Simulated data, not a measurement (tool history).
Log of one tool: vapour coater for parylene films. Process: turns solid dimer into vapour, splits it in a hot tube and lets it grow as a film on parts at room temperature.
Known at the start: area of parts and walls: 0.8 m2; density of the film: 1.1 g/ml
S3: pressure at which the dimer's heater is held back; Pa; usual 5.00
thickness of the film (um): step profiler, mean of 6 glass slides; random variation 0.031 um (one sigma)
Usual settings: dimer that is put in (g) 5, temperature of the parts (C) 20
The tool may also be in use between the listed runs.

Run 1, day 0.000: usual settings. Result: thickness of the film (um) 2.73.
Run 2, day 1.150: usual settings but S3 2.81 Pa. Result: thickness of the film (um) 2.94.
Run 3, day 1.917: usual settings but S3 2.81 Pa. Result: thickness of the film (um) 2.90.
Run 4, day 3.204: usual settings but S3 2.81 Pa. Result: thickness of the film (um) 2.86.
Run 5, day 4.933: usual settings but S3 4.44 Pa. Result: thickness of the film (um) 2.60.
At day 6.167: trap's valve overhauled.
Run 6, day 6.371: usual settings but S3 4.44 Pa. Result: thickness of the film (um) 2.94.
Run 7, day 8.000: usual settings but S3 10.10 Pa. Result: thickness of the film (um) 2.65.
Run 8, day 9.238: usual settings but S3 9.27 Pa. Result: thickness of the film (um) 2.51.
Run 9, day 10.596: usual settings but dimer that is put in (g) 7, temperature of the parts (C) 26. Result: thickness of the film (um) 2.96.
Run 10, day 11.450: usual settings but dimer that is put in (g) 7, temperature of the parts (C) 26. Result: thickness of the film (um) 2.95.
Run 11, day 12.188: usual settings but dimer that is put in (g) 3, temperature of the parts (C) 28, S3 2.06 Pa. Result: thickness of the film (um) 1.30.
Run 12, day 13.854: usual settings but dimer that is put in (g) 3, temperature of the parts (C) 28, S3 2.06 Pa. Result: thickness of the film (um) 1.26.
Run 13, day 14.725: usual settings but dimer that is put in (g) 3, temperature of the parts (C) 28, S3 2.06 Pa. Result: thickness of the film (um) 1.28.
Run 14, day 16.533: usual settings but dimer that is put in (g) 7, temperature of the parts (C) 14. Result: thickness of the film (um) 4.93.
Run 15, day 17.671: usual settings but dimer that is put in (g) 7, temperature of the parts (C) 14. Result: thickness of the film (um) 4.81.
Run 16, day 18.421: usual settings but dimer that is put in (g) 2, temperature of the parts (C) 12. Result: thickness of the film (um) 1.46.

Forecast each of these 5 alternatives for the next run:
At day 19.354: trap's valve overhauled.
Run A, day 19.979: usual settings but dimer that is put in (g) 4, temperature of the parts (C) 16, S3 3.96 Pa. Result: thickness of the film (um) ?.
At day 19.354: trap's valve overhauled.
Run B, day 19.979: usual settings but dimer that is put in (g) 4, S3 8.06 Pa. Result: thickness of the film (um) ?.
At day 19.354: trap's valve overhauled.
Run C, day 19.979: usual settings but dimer that is put in (g) 4, temperature of the parts (C) 12. Result: thickness of the film (um) ?.
At day 19.354: trap's valve overhauled.
Run D, day 19.979: usual settings but dimer that is put in (g) 3, temperature of the parts (C) 24, S3 3.15 Pa. Result: thickness of the film (um) ?.
At day 19.354: trap's valve overhauled.
Run E, day 19.979: usual settings but dimer that is put in (g) 4, S3 6.23 Pa. Result: thickness of the film (um) ?.

run  thickness of the film (um)
  A                        2.88
  B                        2.20
  C                        3.37
  D                        1.51
  E                        2.25
Without the tool's hidden state the same runs would have given:
run  thickness of the film (um)
  A                        3.00
  B                        2.29
  C                        3.51
  D                        1.57
  E                        2.35
